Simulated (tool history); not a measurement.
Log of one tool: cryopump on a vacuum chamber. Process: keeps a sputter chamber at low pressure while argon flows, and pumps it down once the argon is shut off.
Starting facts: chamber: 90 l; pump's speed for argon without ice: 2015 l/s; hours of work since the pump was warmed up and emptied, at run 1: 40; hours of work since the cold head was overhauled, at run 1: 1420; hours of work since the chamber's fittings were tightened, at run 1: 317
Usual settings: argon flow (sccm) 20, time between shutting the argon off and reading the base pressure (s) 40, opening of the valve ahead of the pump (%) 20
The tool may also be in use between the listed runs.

| run | hour | argon flow (sccm) | time between shutting the argon off and reading the base pressure (s) | opening of the valve ahead of the pump (%) | hours of work since the pump was warmed up and emptied | hours of work since the cold head was overhauled | hours of work since the chamber's fittings were tightened | pressure while argon flows (Pa) | pressure after the wait (uPa) |
|---|---|---|---|---|---|---|---|---|---|
| 1 | 0 | 20 | 40 | 20 | 40 | 1420 | 317 | 0.0837 | 1.49 |
| 2 | 47.4 | 20 | 40 | 20 | 81 | 1461 | 358 | 0.0853 | 1.6 |
| 3 | 114.8 | 20 | 40 | 20 | 140 | 1520 | 416 | 0.0857 | 1.69 |
| 4 | 155.6 | 20 | 40 | 20 | 175 | 1555 | 451 | 0.0868 | 1.68 |
| 5 | 184.8 | 20 | 40 | 20 | 200 | 1580 | 477 | 0.0866 | 1.79 |
| 6 | 234.1 | 20 | 40 | 20 | 243 | 1623 | 519 | 0.0874 | 1.94 |
| 7 | 269.3 | 20 | 40 | 48 | 273 | 1653 | 550 | 0.0382 | 1.93 |
|  | 314.1 | pump warmed up, emptied and cooled again |
| 8 | 330.7 | 20 | 40 | 20 | 14 | 1702 | 598 | 0.0842 | 1.88 |
| 9 | 370.2 | 20 | 40 | 20 | 49 | 1736 | 633 | 0.0852 | 1.87 |
| 10 | 400.9 | 20 | 40 | 20 | 75 | 1763 | 659 | 0.0854 | 1.9 |
| 11 | 446.3 | 20 | 40 | 20 | 114 | 1802 | 698 | 0.0854 | 2.02 |
| 12 | 487.3 | 20 | 40 | 20 | 150 | 1837 | 734 | 0.0861 | 2.06 |
| 13 | 539.2 | 20 | 40 | 20 | 195 | 1882 | 779 | 0.086 | 2.2 |
| 14 | 580 | 20 | 40 | 20 | 230 | 1918 | 814 | 0.0873 | 2.28 |
| 15 | 632.1 | 20 | 40 | 20 | 275 | 1963 | 859 | 0.0876 | 2.34 |
| 16 | 668.3 | 34 | 40 | 20 | 306 | 1994 | 890 | 0.15 | 2.33 |
|  | 677.7 | pump warmed up, emptied and cooled again |
| 17 | 719.8 | 34 | 40 | 20 | 36 | 2034 | 931 | 0.1435 | 2.21 |
| 18 | 777.6 | 34 | 135 | 42 | 86 | 2084 | 981 | 0.0702 | 1.68 |
| 19 | 816.9 | 34 | 135 | 42 | 120 | 2118 | 1015 | 0.0701 | 1.75 |
| 20 | 882.9 | 34 | 135 | 42 | 177 | 2175 | 1072 | 0.0722 | 1.85 |
| 21 | 952.1 | 9 | 32 | 15 | 237 | 2235 | 1132 | 0.052 | 2.94 |
| 22 | 989.2 | 9 | 32 | 15 | 269 | 2267 | 1164 | 0.0514 | 3.04 |
| 23 | 1024.9 | 9 | 32 | 15 | 300 | 2298 | 1194 | 0.0519 | 3.1 |
|  | 1031.7 | leaking fittings of the chamber tightened, without venting |
|  | 1042 | pump warmed up, emptied and cooled again |
| 24 | 1079 | 9 | 32 | 15 | 32 | 2339 | 37 | 0.0505 | 1.35 |
| 25 | 1118.1 | 15 | 51 | 24 | 66 | 2373 | 70 | 0.0533 | 1.01 |
| 26 | 1173.5 | 15 | 36 | 20 | 114 | 2421 | 118 | 0.0635 | 1.38 |
| 27 | 1205.2 | 35 | 36 | 20 | 141 | 2448 | 146 | 0.1495 | 1.42 |
| 28 | 1244.5 | 12 | 101 | 20 | 175 | 2482 | 180 | 0.0518 | 0.82 |
| 29 | 1286.3 | 31 | 65 | 16 | 211 | 2518 | 216 | 0.1681 | 1.07 |
| 30 | 1340.7 | 31 | 65 | 16 | 258 | 2565 | 263 | 0.1689 | 1.21 |
|  | 1403.1 | pump warmed up, emptied and cooled again |
| 31 | 1411 | 20 | 223 | 23 | 7 | 2622 | 319 | 0.074 | 0.77 |
| 32 | 1467.9 | 23 | 60 | 20 | 56 | 2671 | 369 | 0.0969 | 1.29 |
| 33 | 1520 | 23 | 60 | 33 | 101 | 2716 | 414 | 0.0609 | 1.36 |

Hidden state or all else? Some run-to-run changes of pressure while argon flows (Pa), split into what the settings, what came in and random variation would give without the hidden state, and what is left for the hidden state (with any gauge scatter that isn't in both results):
What the log doesn't record here: pump's speed, % of a pump's without ice; cold plate's temperature, K; leak into the chamber, uPa l/s; drift of the gauge itself on working_pa, %; drift of the gauge itself on base_upa, %.
Run 15 -> 16: argon flow (sccm) 20 -> 34. pressure while argon flows (Pa) +0.0624: hidden state +0.0036, all else +0.0588.
Run 16 -> 17: pump warmed up, emptied and cooled again. pressure while argon flows (Pa) -0.0065: hidden state -0.0061, all else -0.0004.
Run 27 -> 28: argon flow (sccm) 35 -> 12, time between shutting the argon off and reading the base pressure (s) 36 -> 101. pressure while argon flows (Pa) -0.0977: hidden state -0.0019, all else -0.0958.
Run 28 -> 29: argon flow (sccm) 12 -> 31, time between shutting the argon off and reading the base pressure (s) 101 -> 65, opening of the valve ahead of the pump (%) 20 -> 16. pressure while argon flows (Pa) +0.1163: hidden state +0.0031, all else +0.1132.
Run 30 -> 31: argon flow (sccm) 31 -> 20, time between shutting the argon off and reading the base pressure (s) 65 -> 223, opening of the valve ahead of the pump (%) 16 -> 23, pump warmed up, emptied and cooled again. pressure while argon flows (Pa) -0.0949: hidden state -0.0052, all else -0.0897.

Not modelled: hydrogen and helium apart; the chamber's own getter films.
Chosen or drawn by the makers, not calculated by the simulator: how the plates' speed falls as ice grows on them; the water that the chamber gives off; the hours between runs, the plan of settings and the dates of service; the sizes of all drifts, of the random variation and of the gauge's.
